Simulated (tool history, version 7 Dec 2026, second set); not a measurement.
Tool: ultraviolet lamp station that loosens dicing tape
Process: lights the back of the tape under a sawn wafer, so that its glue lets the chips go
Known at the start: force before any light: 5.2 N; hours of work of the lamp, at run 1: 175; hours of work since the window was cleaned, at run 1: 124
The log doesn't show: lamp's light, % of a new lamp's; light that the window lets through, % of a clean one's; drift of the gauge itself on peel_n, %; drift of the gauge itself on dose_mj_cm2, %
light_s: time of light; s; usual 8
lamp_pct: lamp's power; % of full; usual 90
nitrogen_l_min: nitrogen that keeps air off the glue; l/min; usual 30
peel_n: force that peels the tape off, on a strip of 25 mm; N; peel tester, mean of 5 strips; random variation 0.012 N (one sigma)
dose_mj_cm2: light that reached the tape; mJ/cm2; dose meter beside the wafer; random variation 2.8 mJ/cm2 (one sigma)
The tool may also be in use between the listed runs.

| run | day | light_s | lamp_pct | nitrogen_l_min | hours of work of the lamp | hours of work since the window was cleaned | peel_n | dose_mj_cm2 |
|---|---|---|---|---|---|---|---|---|
| 1 | 0 | 8 | 90 | 30 | 175 | 124 | 0.6 | 355 |
| 2 | 0.692 | 8 | 90 | 30 | 188 | 137 | 0.624 | 356 |
| 3 | 1.379 | 8 | 90 | 30 | 201 | 150 | 0.646 | 346 |
| 4 | 1.783 | 8 | 90 | 60 | 209 | 157 | 0.482 | 346 |
| 5 | 2.462 | 8 | 90 | 60 | 221 | 170 | 0.467 | 342 |
| 6 | 2.933 | 8 | 90 | 30 | 230 | 179 | 0.652 | 345 |
| 7 | 3.508 | 8 | 90 | 30 | 241 | 190 | 0.654 | 343 |
| 8 | 3.862 | 8 | 90 | 30 | 248 | 197 | 0.649 | 345 |
| 9 | 4.333 | 8 | 90 | 30 | 257 | 206 | 0.672 | 342 |
| 10 | 4.896 | 8 | 90 | 30 | 267 | 216 | 0.655 | 341 |
| 11 | 5.433 | 8 | 90 | 30 | 277 | 226 | 0.655 | 334 |
| 12 | 6.029 | 8 | 90 | 30 | 289 | 237 | 0.677 | 333 |
| 13 | 6.379 | 8 | 90 | 30 | 295 | 244 | 0.684 | 328 |
| 14 | 6.712 | 8 | 90 | 30 | 302 | 250 | 0.677 | 328 |
| 15 | 7.292 | 8 | 90 | 30 | 312 | 261 | 0.68 | 330 |
| 16 | 7.979 | 11 | 90 | 30 | 325 | 274 | 0.392 | 446 |
| 17 | 8.533 | 11 | 90 | 30 | 336 | 285 | 0.388 | 447 |
| 18 | 9 | 11 | 90 | 30 | 345 | 293 | 0.412 | 449 |
| 19 | 9.438 | 11 | 90 | 30 | 353 | 302 | 0.411 | 440 |
|  | 9.508 | window cleaned of glue's vapour |
| 20 | 10.004 | 8 | 96 | 30 | 363 | 9 | 0.566 | 366 |
| 21 | 10.55 | 8 | 96 | 10 | 373 | 20 | 1.015 | 369 |
| 22 | 11.162 | 8 | 90 | 30 | 385 | 31 | 0.651 | 346 |
| 23 | 11.662 | 7 | 77 | 26 | 394 | 41 | 1.108 | 252 |
| 24 | 12.05 | 12 | 65 | 39 | 402 | 48 | 0.482 | 369 |
| 25 | 12.475 | 8 | 78 | 11 | 410 | 56 | 1.312 | 294 |
| 26 | 12.912 | 8 | 78 | 11 | 418 | 64 | 1.35 | 289 |
| 27 | 13.308 | 8 | 98 | 11 | 425 | 72 | 0.945 | 367 |
| 28 | 13.892 | 13 | 80 | 30 | 436 | 83 | 0.369 | 485 |
| 29 | 14.321 | 13 | 80 | 30 | 445 | 91 | 0.342 | 480 |
| 30 | 14.962 | 13 | 80 | 30 | 457 | 103 | 0.369 | 482 |
| 31 | 15.271 | 9 | 64 | 33 | 462 | 109 | 0.961 | 268 |
| 32 | 15.825 | 7 | 99 | 27 | 473 | 119 | 0.765 | 317 |
| 33 | 16.379 | 7 | 99 | 27 | 483 | 129 | 0.778 | 318 |
| 34 | 16.717 | 7 | 99 | 27 | 490 | 136 | 0.786 | 312 |
| 35 | 17.071 | 7 | 99 | 27 | 496 | 142 | 0.828 | 312 |
| 36 | 17.692 | 7 | 99 | 27 | 508 | 154 | 0.8 | 305 |
| 37 | 18.1 | 7 | 99 | 27 | 516 | 162 | 0.832 | 307 |
| 38 | 18.538 | 4 | 73 | 10 | 524 | 170 | 2.848 | 130 |
| 39 | 19.196 | 4 | 73 | 10 | 536 | 183 | 2.764 | 124 |
| 40 | 19.683 | 4 | 73 | 10 | 546 | 192 | 2.818 | 126 |
| 41 | 20.342 | 7 | 72 | 10 | 558 | 204 | 1.929 | 218 |
| 42 | 20.912 | 7 | 72 | 10 | 569 | 215 | 1.883 | 222 |
| 43 | 21.35 | 12 | 88 | 15 | 577 | 223 | 0.568 | 456 |
| 44 | 21.696 | 8 | 95 | 30 | 583 | 230 | 0.697 | 321 |

3 ways to go on from here, each from the tool as it stands after run 44. What would each give?
| A | 22.142 | 8 | 91 | 30 | 592 | 238 | ? | ? |
| B | 22.142 | 5 | 79 | 10 | 592 | 238 | ? | ? |
| C | 22.142 | 12 | 84 | 30 | 592 | 238 | ? | ? |

| run | peel_n | dose_mj_cm2 |
|---|---|---|
| A | 0.758 | 311 |
| B | 2.434 | 168 |
| C | 0.424 | 427 |
Without the tool's hidden state the same runs would have given:
| run | peel_n | dose_mj_cm2 |
|---|---|---|
| A | 0.505 | 392 |
| B | 1.994 | 212 |
| C | 0.284 | 539 |
